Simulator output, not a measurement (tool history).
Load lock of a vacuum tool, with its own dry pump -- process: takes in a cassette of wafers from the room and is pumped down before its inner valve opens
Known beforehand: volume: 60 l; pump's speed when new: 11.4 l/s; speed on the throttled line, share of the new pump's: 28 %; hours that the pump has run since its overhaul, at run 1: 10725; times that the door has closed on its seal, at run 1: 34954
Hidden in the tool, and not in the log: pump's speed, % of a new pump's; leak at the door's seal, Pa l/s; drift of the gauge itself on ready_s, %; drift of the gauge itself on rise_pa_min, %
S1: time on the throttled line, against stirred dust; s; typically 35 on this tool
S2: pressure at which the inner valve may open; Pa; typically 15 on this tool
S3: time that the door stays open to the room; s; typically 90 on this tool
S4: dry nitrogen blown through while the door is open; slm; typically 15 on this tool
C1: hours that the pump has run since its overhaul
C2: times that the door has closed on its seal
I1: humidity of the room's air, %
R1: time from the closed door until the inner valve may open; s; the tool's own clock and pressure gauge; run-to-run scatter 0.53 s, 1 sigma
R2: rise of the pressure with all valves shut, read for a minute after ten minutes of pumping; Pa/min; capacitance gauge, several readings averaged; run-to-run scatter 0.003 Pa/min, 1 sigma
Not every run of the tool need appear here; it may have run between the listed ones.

{"run": 1, "day": 0.0, "S1": 35, "S2": 15, "S3": 90, "S4": 15, "C1": 10725, "C2": 34954, "I1": 44.3, "R1": 75.4, "R2": 0.233}
{"run": 2, "day": 9.917, "S1": 35, "S2": 15, "S3": 90, "S4": 15, "C1": 10963, "C2": 36115, "I1": 45.8, "R1": 74.6, "R2": 0.246}
{"run": 3, "day": 17.421, "S1": 48, "S2": 15, "S3": 90, "S4": 15, "C1": 11143, "C2": 36994, "I1": 43.8, "R1": 84.7, "R2": 0.249}
{"run": 4, "day": 26.45, "S1": 35, "S2": 15, "S3": 90, "S4": 15, "C1": 11360, "C2": 38051, "I1": 43.4, "R1": 74.6, "R2": 0.263}
{"run": 5, "day": 44.017, "S1": 35, "S2": 15, "S3": 90, "S4": 15, "C1": 11781, "C2": 40108, "I1": 47, "R1": 75.1, "R2": 0.279}
{"day": 57.688, "done": "door's seal changed, seat wiped"}
{"run": 6, "day": 58.771, "S1": 35, "S2": 15, "S3": 33, "S4": 15, "C1": 12134, "C2": 127, "I1": 48.1, "R1": 74.8, "R2": 0.034}
{"run": 7, "day": 67.679, "S1": 35, "S2": 15, "S3": 33, "S4": 15, "C1": 12348, "C2": 1170, "I1": 44, "R1": 75.6, "R2": 0.026}
{"run": 8, "day": 80.458, "S1": 35, "S2": 15, "S3": 33, "S4": 15, "C1": 12654, "C2": 2666, "I1": 45.7, "R1": 75.6, "R2": 0.03}
{"run": 9, "day": 91.771, "S1": 36, "S2": 15, "S3": 33, "S4": 15, "C1": 12926, "C2": 3991, "I1": 43.9, "R1": 77, "R2": 0.035}
{"run": 10, "day": 100.229, "S1": 36, "S2": 15, "S3": 94, "S4": 15, "C1": 13129, "C2": 4981, "I1": 44, "R1": 75.6, "R2": 0.043}
{"run": 11, "day": 108.329, "S1": 32, "S2": 15, "S3": 94, "S4": 15, "C1": 13323, "C2": 5930, "I1": 46.4, "R1": 73.8, "R2": 0.048}
{"run": 12, "day": 122.279, "S1": 32, "S2": 15, "S3": 94, "S4": 13, "C1": 13658, "C2": 7563, "I1": 46.4, "R1": 73.7, "R2": 0.056}
{"run": 13, "day": 139.262, "S1": 35, "S2": 15, "S3": 90, "S4": 15, "C1": 14066, "C2": 9552, "I1": 46.9, "R1": 76.5, "R2": 0.06}
{"run": 14, "day": 154.075, "S1": 35, "S2": 15, "S3": 90, "S4": 15, "C1": 14421, "C2": 11286, "I1": 43.1, "R1": 77.2, "R2": 0.062}
{"run": 15, "day": 171.267, "S1": 37, "S2": 26, "S3": 234, "S4": 6, "C1": 14834, "C2": 13299, "I1": 46.6, "R1": 75.1, "R2": 0.104}
{"run": 16, "day": 183.279, "S1": 37, "S2": 26, "S3": 234, "S4": 6, "C1": 15122, "C2": 14705, "I1": 40.5, "R1": 74.8, "R2": 0.1}
{"run": 17, "day": 197.929, "S1": 64, "S2": 20, "S3": 34, "S4": 5, "C1": 15474, "C2": 16421, "I1": 43.4, "R1": 95.9, "R2": 0.087}
{"run": 18, "day": 209.646, "S1": 64, "S2": 20, "S3": 34, "S4": 5, "C1": 15755, "C2": 17792, "I1": 43.9, "R1": 94.9, "R2": 0.099}
{"run": 19, "day": 219.033, "S1": 57, "S2": 16, "S3": 190, "S4": 22, "C1": 15980, "C2": 18892, "I1": 45.2, "R1": 91.1, "R2": 0.103}
{"run": 20, "day": 233.454, "S1": 19, "S2": 16, "S3": 190, "S4": 19, "C1": 16326, "C2": 20580, "I1": 42.7, "R1": 66, "R2": 0.114}
{"run": 21, "day": 246.558, "S1": 19, "S2": 16, "S3": 190, "S4": 19, "C1": 16641, "C2": 22114, "I1": 44.4, "R1": 64.8, "R2": 0.127}
{"run": 22, "day": 259.325, "S1": 19, "S2": 16, "S3": 190, "S4": 19, "C1": 16947, "C2": 23609, "I1": 47.2, "R1": 66.4, "R2": 0.142}
{"run": 23, "day": 267.217, "S1": 19, "S2": 20, "S3": 190, "S4": 16, "C1": 17137, "C2": 24533, "I1": 40, "R1": 65.5, "R2": 0.138}
{"run": 24, "day": 282.046, "S1": 19, "S2": 20, "S3": 190, "S4": 16, "C1": 17493, "C2": 26269, "I1": 44.5, "R1": 64.9, "R2": 0.162}
{"run": 25, "day": 297.95, "S1": 60, "S2": 15, "S3": 26, "S4": 15, "C1": 17874, "C2": 28131, "I1": 44.8, "R1": 94, "R2": 0.156}
{"run": 26, "day": 306.054, "S1": 60, "S2": 15, "S3": 151, "S4": 15, "C1": 18069, "C2": 29080, "I1": 44.3, "R1": 95.8, "R2": 0.17}

Here are 5 independent what-if runs from the current tool condition. What would each one return?
{"run": "A", "day": 316.096, "S1": 18, "S2": 15, "S3": 71, "S4": 6, "C1": 18310, "C2": 30256, "I1": 47.7, "R1": "?", "R2": "?"}
{"run": "B", "day": 316.096, "S1": 20, "S2": 22, "S3": 151, "S4": 7, "C1": 18310, "C2": 30256, "I1": 43.6, "R1": "?", "R2": "?"}
{"run": "C", "day": 316.096, "S1": 57, "S2": 15, "S3": 55, "S4": 21, "C1": 18310, "C2": 30256, "I1": 46.6, "R1": "?", "R2": "?"}
{"run": "D", "day": 316.096, "S1": 60, "S2": 15, "S3": 90, "S4": 15, "C1": 18310, "C2": 30256, "I1": 48.8, "R1": "?", "R2": "?"}
{"run": "E", "day": 316.096, "S1": 60, "S2": 15, "S3": 62, "S4": 15, "C1": 18310, "C2": 30256, "I1": 43.3, "R1": "?", "R2": "?"}

run=A R1=67 R2=0.184
run=B R1=65.1 R2=0.188
run=C R1=93.4 R2=0.176
run=D R1=95.3 R2=0.181
run=E R1=95.2 R2=0.173
Take away the tool's hidden state, keep each run's random variation, and the runs would have read:
run=A R1=59.8 R2=0.04
run=B R1=58.4 R2=0.045
run=C R1=88 R2=0.029
run=D R1=90.1 R2=0.037
run=E R1=90.1 R2=0.031

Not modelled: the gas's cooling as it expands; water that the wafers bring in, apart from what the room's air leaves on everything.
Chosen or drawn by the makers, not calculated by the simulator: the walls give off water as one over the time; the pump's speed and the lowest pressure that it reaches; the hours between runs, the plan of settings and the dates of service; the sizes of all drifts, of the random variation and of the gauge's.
